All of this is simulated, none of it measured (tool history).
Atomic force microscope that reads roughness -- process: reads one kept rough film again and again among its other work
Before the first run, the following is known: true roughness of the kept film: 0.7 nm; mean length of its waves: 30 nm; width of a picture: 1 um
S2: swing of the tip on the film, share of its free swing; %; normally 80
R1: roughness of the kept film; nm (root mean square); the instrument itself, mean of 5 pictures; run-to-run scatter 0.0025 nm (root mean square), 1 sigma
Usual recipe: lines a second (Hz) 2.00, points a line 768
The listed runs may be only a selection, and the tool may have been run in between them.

{"run": 1, "hour": 0.0, "lines a second (Hz)": 2.0, "S2": 80, "points a line": 768, "R1": 0.617}
{"hour": 10.6, "done": "new tip fitted"}
{"run": 2, "hour": 13.7, "lines a second (Hz)": 2.0, "S2": 80, "points a line": 768, "R1": 0.616}
{"run": 3, "hour": 22.6, "lines a second (Hz)": 2.0, "S2": 80, "points a line": 768, "R1": 0.61}
{"run": 4, "hour": 30.4, "lines a second (Hz)": 3.72, "S2": 80, "points a line": 768, "R1": 0.567}
{"hour": 43.0, "done": "new tip fitted"}
{"run": 5, "hour": 43.2, "lines a second (Hz)": 3.72, "S2": 80, "points a line": 768, "R1": 0.566}
{"run": 6, "hour": 56.7, "lines a second (Hz)": 3.72, "S2": 80, "points a line": 768, "R1": 0.566}
{"run": 7, "hour": 62.9, "lines a second (Hz)": 1.47, "S2": 80, "points a line": 768, "R1": 0.636}
{"run": 8, "hour": 73.2, "lines a second (Hz)": 2.0, "S2": 80, "points a line": 768, "R1": 0.617}
{"hour": 75.0, "done": "new tip fitted"}
{"run": 9, "hour": 80.1, "lines a second (Hz)": 2.0, "S2": 80, "points a line": 768, "R1": 0.617}
{"run": 10, "hour": 86.7, "lines a second (Hz)": 2.0, "S2": 80, "points a line": 768, "R1": 0.618}
{"run": 11, "hour": 95.5, "lines a second (Hz)": 1.64, "S2": 80, "points a line": 768, "R1": 0.629}
{"hour": 107.5, "done": "new tip fitted"}
{"run": 12, "hour": 109.2, "lines a second (Hz)": 3.08, "S2": 80, "points a line": 768, "R1": 0.584}
{"run": 13, "hour": 122.5, "lines a second (Hz)": 3.08, "S2": 80, "points a line": 768, "R1": 0.587}
{"run": 14, "hour": 129.6, "lines a second (Hz)": 2.0, "S2": 80, "points a line": 768, "R1": 0.616}
{"hour": 139.7, "done": "new tip fitted"}
{"run": 15, "hour": 141.5, "lines a second (Hz)": 2.0, "S2": 80, "points a line": 768, "R1": 0.619}
{"run": 16, "hour": 149.7, "lines a second (Hz)": 2.0, "S2": 80, "points a line": 768, "R1": 0.619}
{"run": 17, "hour": 159.5, "lines a second (Hz)": 2.0, "S2": 80, "points a line": 768, "R1": 0.62}
{"hour": 171.3, "done": "new tip fitted"}
{"run": 18, "hour": 171.6, "lines a second (Hz)": 2.0, "S2": 80, "points a line": 768, "R1": 0.621}
{"run": 19, "hour": 185.8, "lines a second (Hz)": 2.0, "S2": 83, "points a line": 768, "R1": 0.606}
{"run": 20, "hour": 194.5, "lines a second (Hz)": 2.0, "S2": 73, "points a line": 288, "R1": 0.633}
{"run": 21, "hour": 200.6, "lines a second (Hz)": 2.0, "S2": 83, "points a line": 594, "R1": 0.604}

Estimate the outcome of run 22 from the log above:
{"hour": 203.1, "done": "new tip fitted"}
{"run": 22, "hour": 211.0, "lines a second (Hz)": 2.52, "S2": 80, "points a line": 378, "R1": "?"}

{"run 22": {"R1": 0.597}}
Without the tool's hidden state the same run would have given R1 0.597 nm (root mean square).
